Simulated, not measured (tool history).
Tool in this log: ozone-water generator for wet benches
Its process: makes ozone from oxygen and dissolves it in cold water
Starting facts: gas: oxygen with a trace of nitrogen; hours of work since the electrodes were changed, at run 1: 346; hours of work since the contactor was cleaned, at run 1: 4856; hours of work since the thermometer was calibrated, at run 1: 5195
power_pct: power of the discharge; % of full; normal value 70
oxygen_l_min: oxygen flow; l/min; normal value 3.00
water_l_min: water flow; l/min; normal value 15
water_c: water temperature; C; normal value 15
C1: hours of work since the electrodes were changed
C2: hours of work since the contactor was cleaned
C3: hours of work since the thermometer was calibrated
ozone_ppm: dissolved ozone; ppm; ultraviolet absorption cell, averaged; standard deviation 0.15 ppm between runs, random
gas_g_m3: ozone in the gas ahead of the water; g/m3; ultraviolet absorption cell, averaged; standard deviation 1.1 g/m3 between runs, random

run 1 hour=0.0 | power_pct=70 oxygen_l_min=3.00 water_l_min=15 water_c=15 | C1=346 C2=4856 C3=5195 | ozone_ppm=17.9 gas_g_m3=184.3
run 2 hour=29.7 | power_pct=70 oxygen_l_min=3.00 water_l_min=15 water_c=10 | C1=365 C2=4875 C3=5214 | ozone_ppm=19.1 gas_g_m3=184.7
run 3 hour=69.3 | power_pct=88 oxygen_l_min=3.00 water_l_min=15 water_c=15 | C1=390 C2=4899 C3=5239 | ozone_ppm=21.8 gas_g_m3=223.7
run 4 hour=90.1 | power_pct=88 oxygen_l_min=3.00 water_l_min=15 water_c=15 | C1=403 C2=4913 C3=5252 | ozone_ppm=21.6 gas_g_m3=222.2
run 5 hour=134.6 | power_pct=70 oxygen_l_min=3.00 water_l_min=15 water_c=9 | C1=431 C2=4941 C3=5280 | ozone_ppm=19.1 gas_g_m3=183.0
run 6 hour=174.1 | power_pct=70 oxygen_l_min=3.00 water_l_min=15 water_c=9 | C1=456 C2=4965 C3=5305 | ozone_ppm=19.1 gas_g_m3=181.1
run 7 hour=220.4 | power_pct=73 oxygen_l_min=3.00 water_l_min=15 water_c=15 | C1=485 C2=4994 C3=5334 | ozone_ppm=18.7 gas_g_m3=188.0
run 8 hour=265.8 | power_pct=70 oxygen_l_min=3.00 water_l_min=15 water_c=15 | C1=513 C2=5023 C3=5362 | ozone_ppm=17.9 gas_g_m3=182.1
run 9 hour=287.6 | power_pct=70 oxygen_l_min=3.00 water_l_min=15 water_c=15 | C1=527 C2=5037 C3=5376 | ozone_ppm=17.8 gas_g_m3=181.8
run 10 hour=313.5 | power_pct=70 oxygen_l_min=3.00 water_l_min=15 water_c=15 | C1=543 C2=5053 C3=5392 | ozone_ppm=17.5 gas_g_m3=184.0
-- hour=317.7 water thermometer calibrated
run 11 hour=334.4 | power_pct=70 oxygen_l_min=3.00 water_l_min=15 water_c=15 | C1=556 C2=5066 C3=11 | ozone_ppm=17.8 gas_g_m3=182.6
run 12 hour=380.8 | power_pct=70 oxygen_l_min=3.00 water_l_min=15 water_c=15 | C1=585 C2=5095 C3=40 | ozone_ppm=17.6 gas_g_m3=179.0
run 13 hour=425.2 | power_pct=63 oxygen_l_min=3.00 water_l_min=15 water_c=15 | C1=613 C2=5123 C3=68 | ozone_ppm=16.0 gas_g_m3=167.5
-- hour=431.2 water thermometer calibrated, once more
run 14 hour=453.9 | power_pct=44 oxygen_l_min=4.90 water_l_min=14 water_c=10 | C1=631 C2=5141 C3=14 | ozone_ppm=14.7 gas_g_m3=97.2
run 15 hour=474.3 | power_pct=44 oxygen_l_min=4.90 water_l_min=14 water_c=10 | C1=644 C2=5153 C3=27 | ozone_ppm=14.6 gas_g_m3=97.0
run 16 hour=497.9 | power_pct=63 oxygen_l_min=2.77 water_l_min=21 water_c=10 | C1=659 C2=5168 C3=42 | ozone_ppm=11.9 gas_g_m3=172.4
run 17 hour=525.9 | power_pct=60 oxygen_l_min=2.77 water_l_min=15 water_c=19 | C1=676 C2=5186 C3=60 | ozone_ppm=14.5 gas_g_m3=166.2
run 18 hour=568.4 | power_pct=60 oxygen_l_min=2.77 water_l_min=15 water_c=19 | C1=703 C2=5213 C3=86 | ozone_ppm=14.9 gas_g_m3=164.5
run 19 hour=598.4 | power_pct=97 oxygen_l_min=2.77 water_l_min=15 water_c=19 | C1=722 C2=5231 C3=105 | ozone_ppm=22.0 gas_g_m3=247.2
run 20 hour=636.1 | power_pct=70 oxygen_l_min=3.00 water_l_min=10 water_c=12 | C1=746 C2=5255 C3=129 | ozone_ppm=26.0 gas_g_m3=183.2
run 21 hour=678.5 | power_pct=53 oxygen_l_min=3.00 water_l_min=19 water_c=20 | C1=772 C2=5282 C3=156 | ozone_ppm=10.7 gas_g_m3=143.8
run 22 hour=703.0 | power_pct=53 oxygen_l_min=3.00 water_l_min=19 water_c=20 | C1=788 C2=5297 C3=171 | ozone_ppm=10.6 gas_g_m3=143.4
run 23 hour=723.0 | power_pct=70 oxygen_l_min=3.37 water_l_min=21 water_c=14 | C1=800 C2=5310 C3=183 | ozone_ppm=13.4 gas_g_m3=170.6
run 24 hour=756.6 | power_pct=70 oxygen_l_min=3.37 water_l_min=21 water_c=14 | C1=821 C2=5331 C3=205 | ozone_ppm=13.2 gas_g_m3=170.8
run 25 hour=801.5 | power_pct=70 oxygen_l_min=3.37 water_l_min=21 water_c=14 | C1=850 C2=5359 C3=233 | ozone_ppm=13.2 gas_g_m3=172.7
run 26 hour=820.2 | power_pct=70 oxygen_l_min=3.37 water_l_min=21 water_c=14 | C1=861 C2=5371 C3=245 | ozone_ppm=13.2 gas_g_m3=171.4

Branching from run 26: 5 alternative next runs. What would each branch give?
run A hour=857.6 | power_pct=61 oxygen_l_min=3.37 water_l_min=24 water_c=14 | C1=885 C2=5394 C3=268 | ozone_ppm=? gas_g_m3=?
run B hour=857.6 | power_pct=75 oxygen_l_min=2.58 water_l_min=21 water_c=15 | C1=885 C2=5394 C3=268 | ozone_ppm=? gas_g_m3=?
run C hour=857.6 | power_pct=70 oxygen_l_min=3.37 water_l_min=10 water_c=12 | C1=885 C2=5394 C3=268 | ozone_ppm=? gas_g_m3=?
run D hour=857.6 | power_pct=96 oxygen_l_min=4.85 water_l_min=21 water_c=9 | C1=885 C2=5394 C3=268 | ozone_ppm=? gas_g_m3=?
run E hour=857.6 | power_pct=70 oxygen_l_min=3.15 water_l_min=15 water_c=15 | C1=885 C2=5394 C3=268 | ozone_ppm=? gas_g_m3=?

run=A ozone_ppm=10.2 gas_g_m3=152.4
run=B ozone_ppm=13.0 gas_g_m3=205.0
run=C ozone_ppm=26.4 gas_g_m3=171.5
run=D ozone_ppm=19.3 gas_g_m3=188.8
run=E ozone_ppm=18.0 gas_g_m3=174.4
With no hidden state in the tool, these same runs would have given:
run=A ozone_ppm=11.0 gas_g_m3=156.0
run=B ozone_ppm=14.0 gas_g_m3=210.9
run=C ozone_ppm=28.0 gas_g_m3=176.1
run=D ozone_ppm=21.0 gas_g_m3=195.3
run=E ozone_ppm=19.2 gas_g_m3=179.1

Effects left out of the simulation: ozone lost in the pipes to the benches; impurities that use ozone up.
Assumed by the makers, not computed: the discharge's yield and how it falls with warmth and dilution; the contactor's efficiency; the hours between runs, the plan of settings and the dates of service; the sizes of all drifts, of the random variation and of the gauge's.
